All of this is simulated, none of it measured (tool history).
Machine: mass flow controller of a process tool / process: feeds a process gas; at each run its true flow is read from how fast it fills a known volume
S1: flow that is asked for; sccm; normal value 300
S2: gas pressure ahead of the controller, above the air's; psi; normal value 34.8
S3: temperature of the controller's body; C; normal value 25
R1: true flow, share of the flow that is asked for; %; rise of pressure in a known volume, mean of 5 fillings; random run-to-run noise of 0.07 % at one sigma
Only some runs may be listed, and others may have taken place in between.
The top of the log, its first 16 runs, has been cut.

run    hour   S1    S2  S3      R1
     1376.9  -- controller's zero set anew, once more
 17  1428.4  300  34.8  23   99.85
 18  1487.7  300  34.8  25   99.95
 19  1562.3  300  34.8  25  100.07
 20  1676.9  323  28.7  31   99.98
 21  1795.5  323  28.7  31  100.08
 22  1856.4  323  28.7  31   99.96
 23  1928.4  300  34.8  25   99.99
 24  2038.6  300  34.8  40  100.17
 25  2124.5  329  34.4  40  100.41
 26  2225.2  166  34.8  20   99.06
 27  2339.1  166  34.8  20   99.02
 28  2447.6  166  34.4  30   99.04
 29  2526.9   73  32.1  38   98.21
 30  2613.1  278  32.1  23   99.72
 31  2685.5  278  32.1  23   99.62
 32  2781.5   52  34.8  25   97.33
 33  2893.5   52  34.8  25   97.07
 34  2961.9   52  34.8  25   97.07
 35    3014   52  28.9  23   96.85

4 ways to go on from here, each from the tool as it stands after run 35. What would each give?
  A  3082.3  198  34.8  38   ?
  B  3082.3  129  29.7  31   ?
  C  3082.3   86  34.8  31   ?
  D  3082.3  254  24.8  21   ?

run     R1
  A  99.55
  B  98.58
  C  98.14
  D  99.22
What these runs would have given with no unlogged condition in the tool:
run     R1
  A  99.01
  B  98.31
  C  98.27
  D  98.57
